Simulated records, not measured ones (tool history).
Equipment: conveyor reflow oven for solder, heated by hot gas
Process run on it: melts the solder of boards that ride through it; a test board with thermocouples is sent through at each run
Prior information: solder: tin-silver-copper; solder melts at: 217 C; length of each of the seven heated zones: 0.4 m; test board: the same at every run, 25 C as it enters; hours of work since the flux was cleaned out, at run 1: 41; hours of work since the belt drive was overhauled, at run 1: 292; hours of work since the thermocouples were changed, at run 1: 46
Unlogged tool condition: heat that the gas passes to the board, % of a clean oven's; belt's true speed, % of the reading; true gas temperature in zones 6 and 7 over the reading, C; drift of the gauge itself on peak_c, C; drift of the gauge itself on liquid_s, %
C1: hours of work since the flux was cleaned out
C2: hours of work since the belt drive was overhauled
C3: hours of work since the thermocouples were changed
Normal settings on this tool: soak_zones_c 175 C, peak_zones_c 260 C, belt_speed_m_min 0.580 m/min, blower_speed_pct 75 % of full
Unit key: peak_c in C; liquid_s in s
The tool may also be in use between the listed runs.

run 1 hour=0.0 | soak_zones_c=175 peak_zones_c=260 belt_speed_m_min=0.580 blower_speed_pct=75 | C1=41 C2=292 C3=46 | peak_c=244.97 liquid_s=56.1
run 2 hour=19.8 | soak_zones_c=175 peak_zones_c=260 belt_speed_m_min=0.580 blower_speed_pct=75 | C1=55 C2=306 C3=61 | peak_c=244.85 liquid_s=56.1
run 3 hour=48.0 | soak_zones_c=175 peak_zones_c=260 belt_speed_m_min=0.580 blower_speed_pct=75 | C1=75 C2=326 C3=81 | peak_c=244.79 liquid_s=56.1
run 4 hour=64.2 | soak_zones_c=175 peak_zones_c=260 belt_speed_m_min=0.580 blower_speed_pct=75 | C1=87 C2=338 C3=93 | peak_c=244.89 liquid_s=56.0
run 5 hour=90.3 | soak_zones_c=175 peak_zones_c=260 belt_speed_m_min=0.580 blower_speed_pct=75 | C1=106 C2=357 C3=112 | peak_c=244.79 liquid_s=55.9
run 6 hour=102.7 | soak_zones_c=185 peak_zones_c=260 belt_speed_m_min=0.580 blower_speed_pct=75 | C1=115 C2=366 C3=121 | peak_c=246.59 liquid_s=62.2
run 7 hour=129.6 | soak_zones_c=185 peak_zones_c=260 belt_speed_m_min=0.580 blower_speed_pct=75 | C1=134 C2=385 C3=140 | peak_c=246.55 liquid_s=62.1
run 8 hour=152.5 | soak_zones_c=175 peak_zones_c=260 belt_speed_m_min=0.580 blower_speed_pct=75 | C1=151 C2=402 C3=156 | peak_c=244.83 liquid_s=55.8
run 9 hour=176.5 | soak_zones_c=175 peak_zones_c=260 belt_speed_m_min=0.580 blower_speed_pct=75 | C1=168 C2=419 C3=174 | peak_c=244.51 liquid_s=55.5
run 10 hour=203.0 | soak_zones_c=175 peak_zones_c=260 belt_speed_m_min=0.580 blower_speed_pct=75 | C1=187 C2=438 C3=193 | peak_c=244.47 liquid_s=55.6
run 11 hour=227.7 | soak_zones_c=177 peak_zones_c=260 belt_speed_m_min=0.580 blower_speed_pct=75 | C1=205 C2=456 C3=211 | peak_c=244.85 liquid_s=56.6
-- hour=261.3 flux residue cleaned out of gas plates and filters
run 12 hour=261.3 | soak_zones_c=177 peak_zones_c=266 belt_speed_m_min=0.580 blower_speed_pct=75 | C1=0 C2=477 C3=231 | peak_c=251.45 liquid_s=62.6
run 13 hour=286.9 | soak_zones_c=177 peak_zones_c=266 belt_speed_m_min=0.580 blower_speed_pct=75 | C1=18 C2=495 C3=250 | peak_c=251.18 liquid_s=62.5
run 14 hour=308.5 | soak_zones_c=177 peak_zones_c=266 belt_speed_m_min=0.580 blower_speed_pct=75 | C1=34 C2=511 C3=265 | peak_c=250.93 liquid_s=62.6
run 15 hour=331.7 | soak_zones_c=177 peak_zones_c=266 belt_speed_m_min=0.580 blower_speed_pct=75 | C1=51 C2=527 C3=282 | peak_c=251.14 liquid_s=62.6
run 16 hour=353.4 | soak_zones_c=177 peak_zones_c=266 belt_speed_m_min=0.580 blower_speed_pct=75 | C1=66 C2=543 C3=298 | peak_c=251.08 liquid_s=62.4
run 17 hour=369.1 | soak_zones_c=177 peak_zones_c=274 belt_speed_m_min=0.569 blower_speed_pct=53 | C1=78 C2=554 C3=309 | peak_c=253.73 liquid_s=64.5
run 18 hour=384.6 | soak_zones_c=175 peak_zones_c=260 belt_speed_m_min=0.588 blower_speed_pct=75 | C1=89 C2=565 C3=320 | peak_c=245.11 liquid_s=55.6
run 19 hour=409.2 | soak_zones_c=175 peak_zones_c=260 belt_speed_m_min=0.588 blower_speed_pct=75 | C1=107 C2=583 C3=338 | peak_c=244.92 liquid_s=55.2
run 20 hour=432.6 | soak_zones_c=175 peak_zones_c=260 belt_speed_m_min=0.588 blower_speed_pct=59 | C1=124 C2=600 C3=355 | peak_c=241.91 liquid_s=50.9
run 21 hour=451.0 | soak_zones_c=175 peak_zones_c=261 belt_speed_m_min=0.580 blower_speed_pct=75 | C1=137 C2=613 C3=368 | peak_c=246.10 liquid_s=57.2
run 22 hour=467.4 | soak_zones_c=170 peak_zones_c=260 belt_speed_m_min=0.580 blower_speed_pct=75 | C1=149 C2=625 C3=380 | peak_c=244.30 liquid_s=53.5
run 23 hour=495.4 | soak_zones_c=170 peak_zones_c=260 belt_speed_m_min=0.580 blower_speed_pct=75 | C1=169 C2=645 C3=400 | peak_c=244.29 liquid_s=53.4
run 24 hour=518.9 | soak_zones_c=176 peak_zones_c=260 belt_speed_m_min=0.580 blower_speed_pct=89 | C1=186 C2=662 C3=417 | peak_c=247.16 liquid_s=59.2
run 25 hour=534.1 | soak_zones_c=176 peak_zones_c=260 belt_speed_m_min=0.580 blower_speed_pct=89 | C1=197 C2=673 C3=428 | peak_c=247.22 liquid_s=59.3
run 26 hour=560.1 | soak_zones_c=163 peak_zones_c=260 belt_speed_m_min=0.476 blower_speed_pct=89 | C1=215 C2=692 C3=447 | peak_c=250.53 liquid_s=72.4
-- hour=579.3 flux residue cleaned out of gas plates and filters
run 27 hour=586.3 | soak_zones_c=176 peak_zones_c=260 belt_speed_m_min=0.476 blower_speed_pct=54 | C1=5 C2=707 C3=462 | peak_c=248.40 liquid_s=74.1
run 28 hour=607.9 | soak_zones_c=176 peak_zones_c=260 belt_speed_m_min=0.476 blower_speed_pct=54 | C1=21 C2=723 C3=478 | peak_c=248.27 liquid_s=74.2
run 29 hour=635.8 | soak_zones_c=176 peak_zones_c=260 belt_speed_m_min=0.476 blower_speed_pct=54 | C1=41 C2=743 C3=498 | peak_c=248.57 liquid_s=74.1
run 30 hour=661.9 | soak_zones_c=175 peak_zones_c=260 belt_speed_m_min=0.648 blower_speed_pct=62 | C1=60 C2=762 C3=517 | peak_c=240.26 liquid_s=43.8
run 31 hour=678.3 | soak_zones_c=175 peak_zones_c=260 belt_speed_m_min=0.521 blower_speed_pct=75 | C1=71 C2=774 C3=528 | peak_c=249.27 liquid_s=68.3

Hidden state at the last listed run before each entry between runs and at the first one after, where it differs:
After run 11, before run 12: flux residue cleaned out of gas plates and filters (hour 261.3)
  heat that the gas passes to the board, % of a clean oven's: 94.6 -> 99.6; belt's true speed, % of the reading: 99.36 -> 99.32; true gas temperature in zones 6 and 7 over the reading, C: 0.77 -> 0.84
  the result without the hidden state subtracted from the measured one, peak_c: -0.53 -> +0.82 C; liquid_s: -0.6 -> +1.1 s
After run 26, before run 27: flux residue cleaned out of gas plates and filters (hour 579.3)
  heat that the gas passes to the board, % of a clean oven's: 94 -> 99.3; belt's true speed, % of the reading: 98.98 -> 98.95; true gas temperature in zones 6 and 7 over the reading, C: 1.55 -> 1.59
  the result without the hidden state subtracted from the measured one, peak_c: +0.30 -> +1.56 C; liquid_s: +0.3 -> +2.4 s

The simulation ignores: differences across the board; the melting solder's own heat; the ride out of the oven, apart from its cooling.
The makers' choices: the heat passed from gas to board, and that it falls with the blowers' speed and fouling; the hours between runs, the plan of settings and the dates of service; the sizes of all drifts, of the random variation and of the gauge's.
